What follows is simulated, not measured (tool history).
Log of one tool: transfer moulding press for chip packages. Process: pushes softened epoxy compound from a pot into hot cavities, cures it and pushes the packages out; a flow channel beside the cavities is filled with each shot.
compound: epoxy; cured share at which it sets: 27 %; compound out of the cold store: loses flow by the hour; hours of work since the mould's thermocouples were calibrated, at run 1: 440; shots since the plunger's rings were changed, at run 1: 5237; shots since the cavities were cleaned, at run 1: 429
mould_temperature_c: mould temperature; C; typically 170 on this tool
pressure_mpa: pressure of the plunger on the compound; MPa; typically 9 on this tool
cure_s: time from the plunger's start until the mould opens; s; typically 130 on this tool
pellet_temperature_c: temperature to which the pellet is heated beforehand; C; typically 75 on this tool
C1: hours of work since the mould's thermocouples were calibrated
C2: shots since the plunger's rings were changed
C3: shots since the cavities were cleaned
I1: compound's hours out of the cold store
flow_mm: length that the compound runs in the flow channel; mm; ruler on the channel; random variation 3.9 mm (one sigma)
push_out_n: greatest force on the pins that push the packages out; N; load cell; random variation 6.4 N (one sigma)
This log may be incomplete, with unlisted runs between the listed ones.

Run 1, day 0: usual settings; C1 440; C2 5237; C3 429; I1 41.6. Result: flow_mm 900 mm, push_out_n 257 N.
Run 2, day 1.392: usual settings; C1 461; C2 5545; C3 737; I1 24.3. Result: flow_mm 948 mm, push_out_n 253 N.
At day 2.712: cavities cleaned with cleaning compound and waxed.
Run 3, day 4.417: usual settings but pellet_temperature_c 74 C; C1 505; C2 6200; C3 377; I1 10. Result: flow_mm 995 mm, push_out_n 252 N.
Run 4, day 6.092: usual settings but pressure_mpa 7.37 MPa; C1 530; C2 6572; C3 749; I1 34.1. Result: flow_mm 838 mm, push_out_n 261 N.
At day 6.504: plunger's sealing rings changed.
At day 7.604: cavities cleaned with cleaning compound and waxed.
Run 5, day 8.421: usual settings but pressure_mpa 7.37 MPa; C1 563; C2 411; C3 182; I1 38.8. Result: flow_mm 826 mm, push_out_n 256 N.
Run 6, day 9.938: usual settings; C1 585; C2 746; C3 517; I1 41.5. Result: flow_mm 908 mm, push_out_n 259 N.
At day 12.279: cavities cleaned with cleaning compound and waxed.
Run 7, day 13.212: usual settings; C1 633; C2 1457; C3 206; I1 38.4. Result: flow_mm 912 mm, push_out_n 244 N.
Run 8, day 15.117: usual settings but cure_s 132 s; C1 662; C2 1878; C3 627; I1 38. Result: flow_mm 913 mm, push_out_n 259 N.
At day 17.171: cavities cleaned with cleaning compound and waxed.
Run 9, day 17.529: usual settings but mould_temperature_c 164 C, cure_s 132 s; C1 697; C2 2398; C3 79; I1 24.1. Result: flow_mm 968 mm, push_out_n 328 N.
Run 10, day 20.454: usual settings but mould_temperature_c 164 C, cure_s 132 s; C1 741; C2 3045; C3 726; I1 13.4. Result: flow_mm 1002 mm, push_out_n 341 N.

Run 11 has not been measured yet. What should we expect?
At day 21.862: cavities cleaned with cleaning compound and waxed.
Run 11, day 23.796: usual settings but mould_temperature_c 169 C, cure_s 131 s, pellet_temperature_c 83 C; C1 790; C2 3771; C3 428; I1 10. Result: flow_mm ?, push_out_n ?.

flow_mm: 995 mm
push_out_n: 257 N
On a tool with no hidden condition, and with the same random variation, this run would have come out at flow_mm 996 mm, push_out_n 254 N.
